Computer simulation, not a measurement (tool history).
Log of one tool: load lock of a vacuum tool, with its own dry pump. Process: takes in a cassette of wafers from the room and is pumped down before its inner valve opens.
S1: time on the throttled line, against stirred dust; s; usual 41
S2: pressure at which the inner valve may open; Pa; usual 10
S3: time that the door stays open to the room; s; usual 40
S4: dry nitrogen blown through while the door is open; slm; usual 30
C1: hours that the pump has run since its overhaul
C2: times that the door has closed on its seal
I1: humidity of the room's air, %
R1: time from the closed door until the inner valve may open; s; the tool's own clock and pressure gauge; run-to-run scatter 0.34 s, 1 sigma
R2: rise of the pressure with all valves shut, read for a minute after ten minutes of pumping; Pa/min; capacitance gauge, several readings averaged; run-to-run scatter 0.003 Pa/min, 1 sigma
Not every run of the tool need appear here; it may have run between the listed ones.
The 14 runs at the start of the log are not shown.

run 15 day=311.175 | S1=41 S2=10 S3=40 S4=30 | C1=14696 C2=4467 | I1=46.0 | R1=95.0 R2=0.030
run 16 day=333.146 | S1=41 S2=12 S3=40 S4=30 | C1=15223 C2=6523 | I1=43.3 | R1=93.9 R2=0.028
run 17 day=357.021 | S1=41 S2=12 S3=40 S4=30 | C1=15796 C2=8758 | I1=44.1 | R1=94.8 R2=0.035
run 18 day=381.979 | S1=41 S2=12 S3=40 S4=43 | C1=16395 C2=11094 | I1=44.1 | R1=94.7 R2=0.035
-- day=384.900 dry pump taken out, an overhauled one fitted
run 19 day=399.588 | S1=41 S2=17 S3=107 S4=43 | C1=352 C2=12719 | I1=43.3 | R1=84.4 R2=0.050
run 20 day=419.792 | S1=24 S2=10 S3=107 S4=43 | C1=837 C2=14610 | I1=44.7 | R1=74.0 R2=0.047
run 21 day=437.946 | S1=41 S2=10 S3=40 S4=6 | C1=1273 C2=16310 | I1=47.8 | R1=87.6 R2=0.064
run 22 day=454.629 | S1=41 S2=10 S3=40 S4=6 | C1=1674 C2=17871 | I1=46.9 | R1=87.7 R2=0.059
run 23 day=474.417 | S1=39 S2=11 S3=40 S4=6 | C1=2148 C2=19723 | I1=44.6 | R1=85.3 R2=0.064
run 24 day=502.388 | S1=39 S2=11 S3=40 S4=6 | C1=2820 C2=22342 | I1=42.8 | R1=86.1 R2=0.068
run 25 day=522.508 | S1=39 S2=11 S3=112 S4=6 | C1=3303 C2=24225 | I1=45.6 | R1=86.4 R2=0.105
run 26 day=543.383 | S1=39 S2=11 S3=112 S4=6 | C1=3804 C2=26179 | I1=44.8 | R1=86.5 R2=0.106
run 27 day=567.350 | S1=58 S2=10 S3=40 S4=4 | C1=4379 C2=28422 | I1=43.3 | R1=102.0 R2=0.084
run 28 day=587.962 | S1=41 S2=10 S3=40 S4=5 | C1=4873 C2=30352 | I1=41.7 | R1=88.8 R2=0.082
run 29 day=611.208 | S1=41 S2=10 S3=40 S4=5 | C1=5431 C2=32528 | I1=45.9 | R1=89.8 R2=0.093
run 30 day=628.783 | S1=21 S2=19 S3=40 S4=13 | C1=5853 C2=34173 | I1=48.0 | R1=69.3 R2=0.091
run 31 day=655.283 | S1=21 S2=19 S3=40 S4=13 | C1=6489 C2=36653 | I1=46.5 | R1=68.7 R2=0.099
run 32 day=667.467 | S1=21 S2=19 S3=40 S4=13 | C1=6782 C2=37794 | I1=42.6 | R1=69.5 R2=0.096
run 33 day=689.767 | S1=21 S2=17 S3=40 S4=41 | C1=7317 C2=39881 | I1=46.2 | R1=70.9 R2=0.095
run 34 day=702.042 | S1=41 S2=17 S3=40 S4=15 | C1=7611 C2=41030 | I1=46.0 | R1=87.0 R2=0.110
run 35 day=727.750 | S1=41 S2=11 S3=55 S4=30 | C1=8228 C2=43437 | I1=45.0 | R1=89.8 R2=0.113
run 36 day=751.067 | S1=22 S2=10 S3=40 S4=30 | C1=8788 C2=45619 | I1=46.4 | R1=75.4 R2=0.114

5 options for the next run, each taken on its own from the tool as it stands now. Forecast them:
run A day=772.067 | S1=41 S2=19 S3=195 S4=30 | C1=9292 C2=47585 | I1=43.5 | R1=? R2=?
run B day=772.067 | S1=20 S2=10 S3=35 S4=9 | C1=9292 C2=47585 | I1=46.1 | R1=? R2=?
run C day=772.067 | S1=22 S2=10 S3=33 S4=12 | C1=9292 C2=47585 | I1=44.5 | R1=? R2=?
run D day=772.067 | S1=22 S2=12 S3=61 S4=30 | C1=9292 C2=47585 | I1=46.4 | R1=? R2=?
run E day=772.067 | S1=22 S2=10 S3=40 S4=24 | C1=9292 C2=47585 | I1=45.2 | R1=? R2=?

run=A R1=86.3 R2=0.151
run=B R1=74.1 R2=0.129
run=C R1=76.2 R2=0.126
run=D R1=74.9 R2=0.132
run=E R1=76.2 R2=0.118
Without the tool's hidden state the same runs would have given:
run=A R1=82.4 R2=0.055
run=B R1=69.4 R2=0.033
run=C R1=71.5 R2=0.029
run=D R1=70.3 R2=0.036
run=E R1=71.5 R2=0.022

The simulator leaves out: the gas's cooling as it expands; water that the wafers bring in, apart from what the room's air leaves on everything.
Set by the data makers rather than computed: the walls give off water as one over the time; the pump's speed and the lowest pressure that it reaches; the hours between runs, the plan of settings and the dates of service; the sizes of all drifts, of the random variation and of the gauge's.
